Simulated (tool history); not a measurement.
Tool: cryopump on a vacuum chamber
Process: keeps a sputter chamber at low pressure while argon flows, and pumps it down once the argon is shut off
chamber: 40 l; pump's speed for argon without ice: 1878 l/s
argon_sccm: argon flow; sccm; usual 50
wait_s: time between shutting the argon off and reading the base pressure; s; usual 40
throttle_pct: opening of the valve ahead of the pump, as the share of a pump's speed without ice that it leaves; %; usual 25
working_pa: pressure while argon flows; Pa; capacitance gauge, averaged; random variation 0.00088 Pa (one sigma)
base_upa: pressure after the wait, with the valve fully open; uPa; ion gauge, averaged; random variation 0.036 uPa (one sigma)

| run | hour | argon_sccm | wait_s | throttle_pct | working_pa | base_upa |
|---|---|---|---|---|---|---|
| 1 | 0.0 | 50 | 40 | 25 | 0.1914 | 2.37 |
| 2 | 53.2 | 50 | 40 | 25 | 0.1929 | 2.46 |
| 3 | 119.7 | 50 | 40 | 25 | 0.1943 | 2.45 |
| 4 | 163.3 | 21 | 40 | 25 | 0.0829 | 2.45 |
| 5 | 229.8 | 21 | 40 | 25 | 0.0755 | 2.36 |
| 6 | 262.5 | 50 | 63 | 25 | 0.1809 | 1.69 |
| 7 | 315.3 | 50 | 40 | 25 | 0.1817 | 2.34 |
| 8 | 349.1 | 50 | 40 | 51 | 0.0905 | 2.34 |
| 9 | 385.7 | 50 | 40 | 51 | 0.0906 | 2.37 |
| 10 | 419.7 | 87 | 40 | 25 | 0.3183 | 2.32 |
| 11 | 479.7 | 87 | 30 | 25 | 0.3208 | 2.98 |
| 12 | 520.2 | 50 | 29 | 25 | 0.1836 | 2.99 |
| 13 | 566.4 | 50 | 29 | 25 | 0.1842 | 2.68 |
| 14 | 604.8 | 50 | 29 | 25 | 0.1858 | 2.65 |
| 15 | 636.9 | 50 | 40 | 24 | 0.1918 | 1.98 |
| 16 | 667.2 | 50 | 40 | 25 | 0.1844 | 1.92 |
| 17 | 696.1 | 50 | 40 | 25 | 0.1848 | 2.00 |
| 18 | 747.9 | 54 | 40 | 25 | 0.2018 | 1.97 |
| 19 | 803.3 | 24 | 104 | 17 | 0.1314 | 0.92 |
| 20 | 844.0 | 24 | 104 | 17 | 0.1292 | 0.92 |
| 21 | 886.7 | 81 | 40 | 25 | 0.3063 | 2.04 |
| 22 | 937.3 | 20 | 32 | 17 | 0.1095 | 2.48 |
| 23 | 968.1 | 50 | 127 | 42 | 0.1166 | 0.79 |
| 24 | 1010.9 | 26 | 95 | 30 | 0.0838 | 1.02 |
| 25 | 1047.9 | 26 | 95 | 30 | 0.0844 | 0.99 |
| 26 | 1079.2 | 26 | 95 | 30 | 0.0839 | 1.02 |
| 27 | 1141.9 | 26 | 95 | 30 | 0.0843 | 1.01 |
| 28 | 1199.0 | 27 | 20 | 33 | 0.0819 | 3.82 |
| 29 | 1232.8 | 27 | 20 | 33 | 0.0806 | 3.88 |
| 30 | 1290.0 | 27 | 56 | 33 | 0.0815 | 1.55 |
| 31 | 1358.8 | 27 | 56 | 33 | 0.0736 | 1.45 |
| 32 | 1396.0 | 21 | 156 | 25 | 0.0757 | 0.69 |
| 33 | 1450.0 | 21 | 156 | 25 | 0.0758 | 0.67 |

Not shown: 3 entries that the log had between the listed runs. Between which runs, and how does the tool's hidden state differ before and after?
Between runs 4 and 5: pump warmed up, emptied and cooled again (hour 171.7)
  pump's speed, % of a pump's without ice: 75.9 -> 98.5; leak into the chamber, uPa l/s: 943 -> 948
  measured less the result without the state, working_pa: +0.0063 -> +0.0005 Pa; base_upa: +0.50 -> +0.37 uPa
Between runs 12 and 13: leaking fittings of the chamber tightened, without venting (hour 560.1)
  pump's speed, % of a pump's without ice: 92.3 -> 91.2; cold plate's temperature, K: 12.45 -> 12.46; leak into the chamber, uPa l/s: 974 -> 311
  measured less the result without the state, working_pa: +0.0042 -> +0.0048 Pa; base_upa: +0.40 -> +0.02 uPa
Between runs 30 and 31: pump warmed up, emptied and cooled again (hour 1336.2)
  pump's speed, % of a pump's without ice: 75.2 -> 99; cold plate's temperature, K: 12.56 -> 12.57; leak into the chamber, uPa l/s: 379 -> 386
  measured less the result without the state, working_pa: +0.0084 -> +0.0005 Pa; base_upa: +0.11 -> +0.05 uPa
